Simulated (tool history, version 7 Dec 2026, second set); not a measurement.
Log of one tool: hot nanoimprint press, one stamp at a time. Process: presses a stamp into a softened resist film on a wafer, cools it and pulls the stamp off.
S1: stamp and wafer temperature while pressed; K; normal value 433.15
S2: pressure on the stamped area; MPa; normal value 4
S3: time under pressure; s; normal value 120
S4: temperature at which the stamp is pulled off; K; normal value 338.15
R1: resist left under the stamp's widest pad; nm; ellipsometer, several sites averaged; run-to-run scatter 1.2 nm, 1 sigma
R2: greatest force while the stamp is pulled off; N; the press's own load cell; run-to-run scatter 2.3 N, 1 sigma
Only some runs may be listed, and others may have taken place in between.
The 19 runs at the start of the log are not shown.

| run | hour | S1 | S2 | S3 | S4 | R1 | R2 |
|---|---|---|---|---|---|---|---|
|  | 666.1 | press's hydraulic seals changed and the load cell set to zero |
| 20 | 684.4 | 425.15 | 4 | 112 | 327.15 | 360.6 | 114 |
| 21 | 735.1 | 444.15 | 2.73 | 120 | 338.15 | 211.5 | 105 |
| 22 | 780.4 | 444.15 | 2.73 | 120 | 338.15 | 211.8 | 103 |
| 23 | 802.2 | 444.15 | 2.73 | 120 | 338.15 | 211.4 | 98 |
| 24 | 850.5 | 444.15 | 2.73 | 120 | 338.15 | 212 | 105 |
| 25 | 874.2 | 425.15 | 3.59 | 126 | 346.15 | 366.5 | 96 |
|  | 903.6 | plate thermocouple calibrated |
| 26 | 903.6 | 433.15 | 4.07 | 179 | 346.15 | 229.5 | 95 |
| 27 | 954.1 | 439.15 | 4.07 | 117 | 331.15 | 209.9 | 106 |
|  | 976.3 | stamp cleaned and given a new release coat |
| 28 | 998.4 | 431.15 | 4 | 120 | 329.15 | 285.3 | 109 |
| 29 | 1040.4 | 440.15 | 4.6 | 71 | 329.15 | 221 | 111 |
| 30 | 1080.2 | 440.15 | 4.6 | 71 | 329.15 | 225.3 | 112 |

Below are 3 alternative next runs, each starting from the tool's condition after run 30. Predict each:
| A | 1112.2 | 433.15 | 3.07 | 120 | 341.15 | ? | ? |
| B | 1112.2 | 433.15 | 6.13 | 120 | 338.15 | ? | ? |
| C | 1112.2 | 433.15 | 2.52 | 145 | 338.15 | ? | ? |

| run | R1 | R2 |
|---|---|---|
| A | 294.9 | 98 |
| B | 212.5 | 102 |
| C | 307.2 | 104 |
With no hidden state in the tool, these same runs would have given:
| run | R1 | R2 |
|---|---|---|
| A | 295 | 98 |
| B | 212.6 | 102 |
| C | 307.4 | 104 |
